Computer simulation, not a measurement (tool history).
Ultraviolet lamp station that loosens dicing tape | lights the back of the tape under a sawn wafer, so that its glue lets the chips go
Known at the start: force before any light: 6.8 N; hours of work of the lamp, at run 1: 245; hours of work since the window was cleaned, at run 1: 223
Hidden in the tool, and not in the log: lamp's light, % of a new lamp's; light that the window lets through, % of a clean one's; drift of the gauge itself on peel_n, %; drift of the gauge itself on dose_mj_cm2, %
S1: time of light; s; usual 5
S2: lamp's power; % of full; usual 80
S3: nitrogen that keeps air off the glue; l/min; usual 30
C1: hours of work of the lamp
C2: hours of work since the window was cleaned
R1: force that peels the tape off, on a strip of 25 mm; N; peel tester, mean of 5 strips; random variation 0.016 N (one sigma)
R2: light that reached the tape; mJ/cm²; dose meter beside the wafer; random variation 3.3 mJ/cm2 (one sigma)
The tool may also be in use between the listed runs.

run   hour  S1  S2  S3   C1   C2     R1   R2
  1    0.0   5  80  30  245  223  0.835  510
  2    8.4   5  79  30  250  228  0.839  495
  3   17.8   5  79  30  256  234  0.867  497
  4   25.1   5  79  30  261  239  0.879  500
  5   36.4   5  79  30  268  247  0.876  498
  6   45.5   5  79  30  274  252  0.860  493
  7   57.3   5  80  53  282  260  0.595  503
  8   65.5   5  80  53  287  266  0.595  499
  9   76.2   5  80  53  294  273  0.594  500
 10   88.2   5  80  53  302  280  0.634  500
 11   94.2   5  80  53  306  284  0.613  495
 12  100.8   5  80  53  310  289  0.649  499
 13  111.5   7  83  30  317  296  0.371  715
 14  118.5   7  83  30  322  300  0.383  710
 15  123.9   5  73  54  325  304  0.726  453
 16  136.1   3  64  24  333  312  2.720  238
 17  147.0   4  64  25  340  319  1.928  315
 18  155.0   2  80  30  346  324  2.833  194
 19  163.4   4  80  27  351  329  1.377  397
 20  175.9   3  86  11  359  338  2.647  318
 21  187.7   5  80  19  367  345  1.170  489
 22  197.6   5  80  19  373  352  1.148  489
 23  202.7   2  87  18  377  355  3.154  213
 24  214.0   8  96  28  384  362  0.218  940

Some steps in R1 between neighbouring runs. How much of each would the tool show without its hidden state too (settings, what came in, random variation), and how much is left for the hidden state, with any gauge scatter that isn't in both results?
Run 15 -> 16: S1 5 -> 3, S2 73 -> 64, S3 54 -> 24. R1 +1.994 N: hidden state +0.097, all else +1.897.
Run 22 -> 23: S1 5 -> 2, S2 80 -> 87, S3 19 -> 18. R1 +2.006 N: hidden state +0.054, all else +1.952.
Run 23 -> 24: S1 2 -> 8, S2 87 -> 96, S3 18 -> 28. R1 -2.936 N: hidden state -0.186, all else -2.750.

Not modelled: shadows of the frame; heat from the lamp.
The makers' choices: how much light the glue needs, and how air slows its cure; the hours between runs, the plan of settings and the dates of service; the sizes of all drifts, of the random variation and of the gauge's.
